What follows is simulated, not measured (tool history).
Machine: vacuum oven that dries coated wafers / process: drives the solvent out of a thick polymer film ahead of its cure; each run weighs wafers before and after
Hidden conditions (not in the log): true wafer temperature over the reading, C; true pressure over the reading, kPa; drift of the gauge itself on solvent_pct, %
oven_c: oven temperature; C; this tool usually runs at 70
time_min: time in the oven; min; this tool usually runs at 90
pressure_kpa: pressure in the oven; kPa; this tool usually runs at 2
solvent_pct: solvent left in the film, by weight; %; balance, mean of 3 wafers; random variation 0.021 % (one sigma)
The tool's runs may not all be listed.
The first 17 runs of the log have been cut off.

run,hour,oven_c,time_min,pressure_kpa,hours of work since the thermocouples were calibrated,hours of work since the vacuum gauge was cleaned of residue,solvent_pct
18,260.2,76,90,1.08,381,509,1.33
19,270.9,76,90,1.08,388,516,1.33
20,293.5,76,90,1.08,402,530,1.35
21,315.6,76,90,1.08,415,544,1.34
22,334.4,70,90,2,427,555,2.74
23,346.7,70,90,2,435,563,2.79
24,364.7,70,90,2,446,574,2.74
25,377.5,70,54,2,454,582,4.87
26,389.3,60,82,2,461,590,5.67
27,401.1,59,99,1.26,469,597,4.32
# hour 404.6: vacuum gauge cleaned of residue and calibrated
28,418.2,66,63,1.44,478,8,4.87
29,430.9,66,63,1.44,486,16,4.82
30,446.1,64,63,1.44,496,26,5.39

Predict the results of run 31:
31,465.7,73,131,2,508,38,?

{"run 31": {"solvent_pct": 1.64}}
Take away the tool's hidden state, keep the run-to-run variation as it was, and the same run would have given solvent_pct 1.63 %.
